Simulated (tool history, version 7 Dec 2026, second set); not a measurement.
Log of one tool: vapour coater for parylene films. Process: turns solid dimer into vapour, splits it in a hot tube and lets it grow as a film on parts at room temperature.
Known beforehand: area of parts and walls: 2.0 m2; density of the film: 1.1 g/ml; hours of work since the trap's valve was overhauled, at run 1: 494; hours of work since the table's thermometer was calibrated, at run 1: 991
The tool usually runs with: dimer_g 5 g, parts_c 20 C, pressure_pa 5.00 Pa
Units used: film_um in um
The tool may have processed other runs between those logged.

| run | day | dimer_g | parts_c | pressure_pa | hours of work since the trap's valve was overhauled | hours of work since the table's thermometer was calibrated | film_um |
|---|---|---|---|---|---|---|---|
| 1 | 0.000 | 5 | 20 | 5.00 | 494 | 991 | 1.48 |
| 2 | 2.617 | 5 | 20 | 5.00 | 520 | 1016 | 1.46 |
|  | 4.346 | trap's valve overhauled |
| 3 | 4.817 | 5 | 20 | 5.00 | 5 | 1036 | 1.38 |
| 4 | 6.708 | 5 | 20 | 5.00 | 23 | 1054 | 1.36 |
| 5 | 8.512 | 5 | 20 | 5.00 | 40 | 1072 | 1.34 |
|  | 9.883 | trap's valve overhauled, once more |
| 6 | 10.867 | 5 | 20 | 5.00 | 10 | 1093 | 1.58 |
| 7 | 13.054 | 6 | 20 | 2.65 | 31 | 1114 | 2.03 |
| 8 | 15.271 | 6 | 24 | 4.43 | 52 | 1136 | 1.61 |
| 9 | 17.671 | 8 | 20 | 5.00 | 76 | 1159 | 2.51 |
| 10 | 19.971 | 3 | 18 | 5.00 | 98 | 1181 | 1.01 |
| 11 | 23.054 | 3 | 20 | 3.51 | 128 | 1211 | 0.98 |

What does the tool deliver on the next run?
| 12 | 24.975 | 3 | 20 | 3.51 | 146 | 1230 | ? |

{"run 12": {"film_um": 0.97}}
With no hidden state in the tool, this same run would have given film_um 1.01 um.
